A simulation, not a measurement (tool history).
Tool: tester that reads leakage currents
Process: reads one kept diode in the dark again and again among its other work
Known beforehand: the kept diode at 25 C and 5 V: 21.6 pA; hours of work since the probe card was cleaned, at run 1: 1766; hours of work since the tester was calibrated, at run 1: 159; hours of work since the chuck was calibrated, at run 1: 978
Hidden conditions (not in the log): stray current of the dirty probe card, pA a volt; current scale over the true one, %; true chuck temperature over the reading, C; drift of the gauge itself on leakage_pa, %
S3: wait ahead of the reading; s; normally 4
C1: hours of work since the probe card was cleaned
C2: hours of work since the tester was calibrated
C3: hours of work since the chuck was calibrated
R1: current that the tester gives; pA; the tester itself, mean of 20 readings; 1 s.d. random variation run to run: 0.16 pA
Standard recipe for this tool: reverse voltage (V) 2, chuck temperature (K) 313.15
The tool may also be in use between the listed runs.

Run 1, hour 0: usual settings; C1 1766; C2 159; C3 978. Result: R1 61.19 pA.
Run 2, hour 22.5: usual settings but chuck temperature (K) 322.15; C1 1782; C2 175; C3 993. Result: R1 127.5 pA.
Run 3, hour 36.8: usual settings but reverse voltage (V) 1.29; C1 1792; C2 185; C3 1003. Result: R1 48.24 pA.
Run 4, hour 66.8: usual settings but S3 6.08 s; C1 1813; C2 206; C3 1024. Result: R1 61.46 pA.
Run 5, hour 85: usual settings but S3 6.08 s; C1 1826; C2 218; C3 1037. Result: R1 61.45 pA.
Run 6, hour 107.7: usual settings but chuck temperature (K) 294.15; C1 1841; C2 234; C3 1053. Result: R1 12.91 pA.
Run 7, hour 126.6: usual settings but chuck temperature (K) 294.15; C1 1854; C2 247; C3 1066. Result: R1 12.92 pA.
Run 8, hour 141.6: usual settings but chuck temperature (K) 294.15; C1 1865; C2 258; C3 1076. Result: R1 12.91 pA.
Run 9, hour 156.1: usual settings but reverse voltage (V) 1.56, chuck temperature (K) 329.15, S3 2.65 s; C1 1875; C2 268; C3 1086. Result: R1 194.8 pA.
Run 10, hour 183.6: usual settings but reverse voltage (V) 3.89, chuck temperature (K) 320.15, S3 2.4 s; C1 1894; C2 287; C3 1106. Result: R1 158.89 pA.
Run 11, hour 202.7: usual settings but reverse voltage (V) 2.41, chuck temperature (K) 322.15, S3 2.4 s; C1 1908; C2 300; C3 1119. Result: R1 143.8 pA.
At hour 207.5: tester calibrated.
Run 12, hour 222.5: usual settings but chuck temperature (K) 297.15, S3 2.19 s; C1 1920; C2 10; C3 1131. Result: R1 16.57 pA.
Run 13, hour 246.8: usual settings but chuck temperature (K) 297.15, S3 2.19 s; C1 1937; C2 27; C3 1148. Result: R1 16.71 pA.
Run 14, hour 278.8: usual settings but reverse voltage (V) 2.29, chuck temperature (K) 296.15, S3 3.21 s; C1 1959; C2 50; C3 1171. Result: R1 16.91 pA.
Run 15, hour 296.6: usual settings but reverse voltage (V) 17.14, chuck temperature (K) 321.15; C1 1972; C2 62; C3 1183. Result: R1 393.64 pA.
Run 16, hour 326.1: usual settings but reverse voltage (V) 17.14, chuck temperature (K) 321.15; C1 1992; C2 83; C3 1203. Result: R1 395.43 pA.

Each row is a separate what-if for the run after 16, all from the same tool condition, not one after another. Results?
At hour 337.2: tester calibrated, once more.
Run A, hour 349.5: usual settings but reverse voltage (V) 17.14, chuck temperature (K) 321.15, S3 0.57 s; C1 2007; C2 9; C3 1218. Result: R1 ?.
At hour 337.2: tester calibrated, once more.
Run B, hour 349.5: usual settings but reverse voltage (V) 7.97, chuck temperature (K) 308.15, S3 0.86 s; C1 2007; C2 9; C3 1218. Result: R1 ?.
At hour 337.2: tester calibrated, once more.
Run C, hour 349.5: usual settings but S3 0.61 s; C1 2007; C2 9; C3 1218. Result: R1 ?.

run     R1
  A  398.7
  B  93.75
  C  63.74
Without the tool's hidden state the same runs would have given:
run      R1
  A  325.09
  B   71.19
  C   52.37

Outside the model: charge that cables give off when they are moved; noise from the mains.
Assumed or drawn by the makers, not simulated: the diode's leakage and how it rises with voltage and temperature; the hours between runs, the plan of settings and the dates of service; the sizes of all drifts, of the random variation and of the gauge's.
